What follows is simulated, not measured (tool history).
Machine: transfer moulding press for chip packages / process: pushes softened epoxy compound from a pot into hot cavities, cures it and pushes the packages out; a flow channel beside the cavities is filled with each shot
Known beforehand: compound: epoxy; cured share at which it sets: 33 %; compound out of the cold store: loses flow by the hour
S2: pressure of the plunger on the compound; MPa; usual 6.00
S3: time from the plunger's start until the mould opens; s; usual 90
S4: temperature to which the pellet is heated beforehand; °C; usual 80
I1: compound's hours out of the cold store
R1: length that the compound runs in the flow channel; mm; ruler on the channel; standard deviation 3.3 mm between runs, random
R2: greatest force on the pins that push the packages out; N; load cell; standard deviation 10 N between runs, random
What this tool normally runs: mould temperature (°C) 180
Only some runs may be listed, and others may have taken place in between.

{"run": 1, "hour": 0.0, "mould temperature (°C)": 180, "S2": 6.0, "S3": 90, "S4": 80, "I1": 23.6, "R1": 695, "R2": 494}
{"run": 2, "hour": 23.4, "mould temperature (°C)": 180, "S2": 4.87, "S3": 90, "S4": 80, "I1": 9.6, "R1": 686, "R2": 656}
{"run": 3, "hour": 50.9, "mould temperature (°C)": 180, "S2": 4.94, "S3": 90, "S4": 80, "I1": 26.9, "R1": 616, "R2": 756}
{"run": 4, "hour": 75.8, "mould temperature (°C)": 180, "S2": 4.94, "S3": 90, "S4": 80, "I1": 41.1, "R1": 568, "R2": 780}
{"hour": 114.7, "done": "cavities cleaned with cleaning compound and waxed"}
{"run": 5, "hour": 117.1, "mould temperature (°C)": 180, "S2": 4.94, "S3": 90, "S4": 80, "I1": 38.7, "R1": 571, "R2": 500}
{"run": 6, "hour": 143.2, "mould temperature (°C)": 180, "S2": 4.94, "S3": 90, "S4": 78, "I1": 28.1, "R1": 610, "R2": 721}
{"run": 7, "hour": 173.3, "mould temperature (°C)": 180, "S2": 6.0, "S3": 108, "S4": 80, "I1": 11.3, "R1": 754, "R2": 743}
{"run": 8, "hour": 213.1, "mould temperature (°C)": 180, "S2": 6.0, "S3": 108, "S4": 80, "I1": 34.9, "R1": 642, "R2": 781}
{"hour": 229.8, "done": "cavities cleaned with cleaning compound and waxed"}
{"run": 9, "hour": 253.3, "mould temperature (°C)": 180, "S2": 6.0, "S3": 108, "S4": 80, "I1": 27.1, "R1": 673, "R2": 591}
{"run": 10, "hour": 273.0, "mould temperature (°C)": 180, "S2": 6.0, "S3": 108, "S4": 80, "I1": 13.8, "R1": 732, "R2": 685}
{"run": 11, "hour": 295.3, "mould temperature (°C)": 180, "S2": 6.0, "S3": 108, "S4": 80, "I1": 19.2, "R1": 699, "R2": 742}
{"run": 12, "hour": 322.8, "mould temperature (°C)": 180, "S2": 6.0, "S3": 108, "S4": 80, "I1": 37.4, "R1": 631, "R2": 793}
{"hour": 347.4, "done": "cavities cleaned with cleaning compound and waxed"}
{"run": 13, "hour": 357.8, "mould temperature (°C)": 180, "S2": 6.0, "S3": 108, "S4": 80, "I1": 16.2, "R1": 714, "R2": 518}
{"run": 14, "hour": 398.7, "mould temperature (°C)": 180, "S2": 6.0, "S3": 108, "S4": 80, "I1": 27.6, "R1": 661, "R2": 718}
{"run": 15, "hour": 431.5, "mould temperature (°C)": 180, "S2": 6.81, "S3": 90, "S4": 80, "I1": 20.2, "R1": 739, "R2": 836}
{"hour": 440.8, "done": "plunger's sealing rings changed"}
{"hour": 465.4, "done": "cavities cleaned with cleaning compound and waxed"}
{"run": 16, "hour": 469.9, "mould temperature (°C)": 180, "S2": 4.53, "S3": 90, "S4": 80, "I1": 12.0, "R1": 660, "R2": 553}
{"run": 17, "hour": 503.1, "mould temperature (°C)": 180, "S2": 6.33, "S3": 90, "S4": 80, "I1": 30.9, "R1": 694, "R2": 708}
{"run": 18, "hour": 544.3, "mould temperature (°C)": 180, "S2": 6.33, "S3": 90, "S4": 80, "I1": 36.8, "R1": 667, "R2": 818}
{"run": 19, "hour": 562.1, "mould temperature (°C)": 182, "S2": 6.18, "S3": 86, "S4": 74, "I1": 36.3, "R1": 651, "R2": 877}
{"hour": 568.3, "done": "mould's thermocouples calibrated"}
{"hour": 583.7, "done": "cavities cleaned with cleaning compound and waxed"}
{"run": 20, "hour": 604.2, "mould temperature (°C)": 180, "S2": 7.34, "S3": 90, "S4": 80, "I1": 39.1, "R1": 703, "R2": 636}
{"run": 21, "hour": 637.6, "mould temperature (°C)": 180, "S2": 7.34, "S3": 90, "S4": 80, "I1": 35.3, "R1": 715, "R2": 763}
{"run": 22, "hour": 658.0, "mould temperature (°C)": 185, "S2": 6.0, "S3": 90, "S4": 72, "I1": 47.8, "R1": 593, "R2": 720}
{"run": 23, "hour": 681.4, "mould temperature (°C)": 175, "S2": 6.0, "S3": 90, "S4": 77, "I1": 22.8, "R1": 707, "R2": 1023}
{"hour": 699.7, "done": "cavities cleaned with cleaning compound and waxed"}
{"run": 24, "hour": 705.9, "mould temperature (°C)": 187, "S2": 4.54, "S3": 112, "S4": 80, "I1": 34.0, "R1": 560, "R2": 496}
{"run": 25, "hour": 748.9, "mould temperature (°C)": 187, "S2": 4.54, "S3": 112, "S4": 80, "I1": 28.4, "R1": 580, "R2": 679}
{"run": 26, "hour": 767.3, "mould temperature (°C)": 187, "S2": 4.54, "S3": 73, "S4": 80, "I1": 14.3, "R1": 626, "R2": 813}
{"run": 27, "hour": 803.0, "mould temperature (°C)": 187, "S2": 4.54, "S3": 73, "S4": 80, "I1": 20.3, "R1": 606, "R2": 847}
{"hour": 815.5, "done": "cavities cleaned with cleaning compound and waxed"}
{"run": 28, "hour": 837.7, "mould temperature (°C)": 187, "S2": 4.54, "S3": 73, "S4": 80, "I1": 31.4, "R1": 563, "R2": 644}

Branching from run 28: 3 alternative next runs. What would each branch give?
{"run": "A", "hour": 858.7, "mould temperature (°C)": 180, "S2": 4.7, "S3": 91, "S4": 79, "I1": 31.5, "R1": "?", "R2": "?"}
{"run": "B", "hour": 858.7, "mould temperature (°C)": 186, "S2": 5.7, "S3": 73, "S4": 85, "I1": 9.8, "R1": "?", "R2": "?"}
{"run": "C", "hour": 858.7, "mould temperature (°C)": 187, "S2": 4.54, "S3": 73, "S4": 79, "I1": 21.4, "R1": "?", "R2": "?"}

run=A R1=584 R2=713
run=B R1=720 R2=807
run=C R1=601 R2=777
Take away the tool's hidden state, keep each run's random variation, and the runs would have read:
run=A R1=599 R2=448
run=B R1=739 R2=508
run=C R1=617 R2=489

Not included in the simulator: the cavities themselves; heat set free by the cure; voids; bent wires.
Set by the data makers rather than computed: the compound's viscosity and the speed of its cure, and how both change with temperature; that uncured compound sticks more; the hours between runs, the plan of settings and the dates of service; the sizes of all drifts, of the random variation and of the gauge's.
